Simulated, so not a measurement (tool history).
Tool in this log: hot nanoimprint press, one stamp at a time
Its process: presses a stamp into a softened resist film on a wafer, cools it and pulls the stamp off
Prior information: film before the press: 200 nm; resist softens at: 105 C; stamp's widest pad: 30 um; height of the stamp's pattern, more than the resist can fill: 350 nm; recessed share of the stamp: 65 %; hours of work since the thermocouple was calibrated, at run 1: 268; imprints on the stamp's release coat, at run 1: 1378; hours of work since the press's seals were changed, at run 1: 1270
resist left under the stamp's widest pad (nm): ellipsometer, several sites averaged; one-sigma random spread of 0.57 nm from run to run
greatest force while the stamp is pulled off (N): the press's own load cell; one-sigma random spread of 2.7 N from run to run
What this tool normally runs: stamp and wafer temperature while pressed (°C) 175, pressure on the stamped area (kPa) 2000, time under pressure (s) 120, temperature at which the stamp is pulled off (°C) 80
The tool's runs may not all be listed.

run    hour  stamp and wafer temperature while pressed (°C)  pressure on the stamped area (kPa)  time under pressure (s)  temperature at which the stamp is pulled off (°C)  hours of work since the thermocouple was calibrated  imprints on the stamp's release coat  hours of work since the press's seals were changed  resist left under the stamp's widest pad (nm)  greatest force while the stamp is pulled off (N)
  1     0.0                                             175                                2000                      120                                                 80                                                  268                                  1378                                                1270                                           78.7                                               124
       15.1  -- press's hydraulic seals changed and the load cell set to zero
  2    67.9                                             175                                2000                      120                                                 80                                                  292                                  1530                                                  21                                           77.3                                               126
      120.1  -- plate thermocouple calibrated
  3   125.8                                             175                                2000                      120                                                 84                                                    2                                  1668                                                  43                                           76.7                                               123
  4   163.5                                             175                                2000                      120                                                 84                                                   18                                  1764                                                  59                                           78.4                                               120
  5   235.1                                             173                                2000                      120                                                 84                                                   46                                  1945                                                  88                                           83.0                                               123
  6   300.1                                             175                                2000                      120                                                 81                                                   73                                  2109                                                 114                                           77.1                                               126
  7   376.8                                             179                                2000                      120                                                 80                                                  104                                  2303                                                 145                                           68.2                                               123
  8   418.7                                             179                                2000                      120                                                 80                                                  121                                  2409                                                 162                                           68.4                                               123
      431.4  -- stamp cleaned and given a new release coat
  9   470.7                                             175                                2400                      120                                                 80                                                  139                                    99                                                 180                                           70.0                                               123
 10   525.8                                             175                                2400                      120                                                 80                                                  161                                   239                                                 203                                           69.8                                               126
 11   558.0                                             175                                2400                      120                                                 80                                                  174                                   320                                                 216                                           69.4                                               125
 12   606.3                                             175                                2400                      120                                                 80                                                  194                                   442                                                 235                                           69.6                                               123
 13   661.6                                             175                                2400                      120                                                 80                                                  216                                   582                                                 257                                           70.8                                               125
 14   724.1                                             172                                2000                      120                                                 80                                                  241                                   740                                                 283                                           85.4                                               117
 15   785.4                                             172                                2000                      120                                                 80                                                  266                                   895                                                 307                                           86.2                                               125
 16   849.4                                             175                                1350                      120                                                 80                                                  292                                  1057                                                 333                                           96.7                                               125
      901.7  -- plate thermocouple calibrated
 17   923.5                                             175                                2150                      120                                                 80                                                    9                                  1236                                                 362                                           74.7                                               124
 18   980.3                                             175                                2150                      120                                                 80                                                   32                                  1380                                                 385                                           74.7                                               122
 19  1026.0                                             175                                2000                       92                                                 80                                                   50                                  1496                                                 403                                           84.2                                               122
 20  1059.5                                             175                                2000                      102                                                 80                                                   64                                  1580                                                 417                                           83.1                                               124
 21  1139.8                                             175                                2000                       81                                                 80                                                   96                                  1783                                                 449                                           89.2                                               126
 22  1183.3                                             175                                2000                       81                                                 80                                                  114                                  1893                                                 467                                           88.9                                               123
 23  1228.4                                             183                                2490                      165                                                 70                                                  132                                  2007                                                 485                                           47.7                                               134
 24  1285.7                                             175                                2000                       79                                                 80                                                  155                                  2152                                                 508                                           90.2                                               127
 25  1355.9                                             163                                2000                      109                                                 80                                                  183                                  2330                                                 536                                          117.3                                               124
     1395.1  -- stamp cleaned and given a new release coat
 26  1397.3                                             184                                2000                       68                                                 72                                                  198                                     5                                                 551                                           73.0                                               134
 27  1460.4                                             175                                1550                       99                                                 80                                                  223                                   165                                                 576                                           94.8                                               126
 28  1502.0                                             170                                2000                       71                                                 80                                                  240                                   270                                                 593                                          108.5                                               121
 29  1576.8                                             170                                2000                       71                                                 80                                                  270                                   459                                                 623                                          107.4                                               126
 30  1647.8                                             180                                2480                      114                                                 67                                                  299                                   639                                                 652                                           60.2                                               139

For each entry between runs, how does the tool's hidden state at the last listed run before it compare with that at the first listed run after it?
Run 1 -> run 2: press's hydraulic seals changed and the load cell set to zero (hour 15.1)
  true temperature over the reading, C: -0.05 -> -0.06; pressure that arrives at the usual setting, %: 99.69 -> 100.01; grip of the stamp's worn release coat, % over a new coat's: 0.7 -> 0.8
Run 2 -> run 3: plate thermocouple calibrated (hour 120.1)
  true temperature over the reading, C: -0.06 -> -0.01; pressure that arrives at the usual setting, %: 100.01 -> 100; grip of the stamp's worn release coat, % over a new coat's: 0.8 -> 0.9
Run 8 -> run 9: stamp cleaned and given a new release coat (hour 431.4)
  grip of the stamp's worn release coat, % over a new coat's: 1.3 -> 0.1
Run 16 -> run 17: plate thermocouple calibrated (hour 901.7)
  true temperature over the reading, C: -0.05 -> -0.01; pressure that arrives at the usual setting, %: 99.93 -> 99.92; grip of the stamp's worn release coat, % over a new coat's: 0.6 -> 0.7
Run 25 -> run 26: stamp cleaned and given a new release coat (hour 1395.1)
  pressure that arrives at the usual setting, %: 99.88 -> 99.87; grip of the stamp's worn release coat, % over a new coat's: 1.3 -> 0
